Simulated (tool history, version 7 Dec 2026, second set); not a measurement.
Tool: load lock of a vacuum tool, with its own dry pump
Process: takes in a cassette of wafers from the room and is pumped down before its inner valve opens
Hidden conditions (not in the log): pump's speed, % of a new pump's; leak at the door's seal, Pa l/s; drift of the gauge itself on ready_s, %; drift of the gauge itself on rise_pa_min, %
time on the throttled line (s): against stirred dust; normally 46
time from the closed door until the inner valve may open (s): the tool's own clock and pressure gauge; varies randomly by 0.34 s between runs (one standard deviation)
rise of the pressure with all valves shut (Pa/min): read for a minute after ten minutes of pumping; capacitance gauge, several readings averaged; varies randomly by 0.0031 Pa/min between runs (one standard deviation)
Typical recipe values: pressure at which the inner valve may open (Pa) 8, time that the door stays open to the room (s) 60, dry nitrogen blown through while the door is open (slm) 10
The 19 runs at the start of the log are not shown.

run	day	time on the throttled line (s)	pressure at which the inner valve may open (Pa)	time that the door stays open to the room (s)	dry nitrogen blown through while the door is open (slm)	hours that the pump has run since its overhaul	times that the door has closed on its seal	incoming humidity of the room's air, %	time from the closed door until the inner valve may open (s)	rise of the pressure with all valves shut (Pa/min)
20	163.15	29	10	78	37	13119	17633	44.4	68	0.251
21	175.2	46	8	60	31	13409	18835	42.3	83.5	0.258
22	181.692	46	8	60	31	13564	19482	45.4	84.1	0.278
23	189.733	46	6	151	31	13757	20284	44.7	86	0.34
24	196.708	69	8	60	8	13925	20980	48.5	104.1	0.334
25	207.642	69	8	60	8	14187	22070	44.7	104.2	0.351
26	213.321	69	12	60	8	14324	22637	47.5	101.7	0.364
27	224.571	77	8	82	8	14594	23759	44.2	111.4	0.401
28	235.288	77	8	82	8	14851	24828	45.2	112.1	0.42
29	240.329	34	12	35	6	14972	25331	43	71.6	0.389
30	252.221	34	12	35	6	15257	26517	49.3	72.3	0.428
# day 262.446: dry pump taken out, an overhauled one fitted
31	263.75	46	8	176	7	31	27642	43.9	78.6	0.574
32	269.933	46	7	181	37	180	28259	46.7	78.8	0.533

For run 33, what comes out?
33	275.642	46	7	26	10	317	28828	46.3	?	?

Logged for run 33: time from the closed door until the inner valve may open (s) 79, rise of the pressure with all valves shut (Pa/min) 0.46.
With the hidden condition absent and the run-to-run variation left alone, this run would have shown time from the closed door until the inner valve may open (s) 78.8, rise of the pressure with all valves shut (Pa/min) 0.04.

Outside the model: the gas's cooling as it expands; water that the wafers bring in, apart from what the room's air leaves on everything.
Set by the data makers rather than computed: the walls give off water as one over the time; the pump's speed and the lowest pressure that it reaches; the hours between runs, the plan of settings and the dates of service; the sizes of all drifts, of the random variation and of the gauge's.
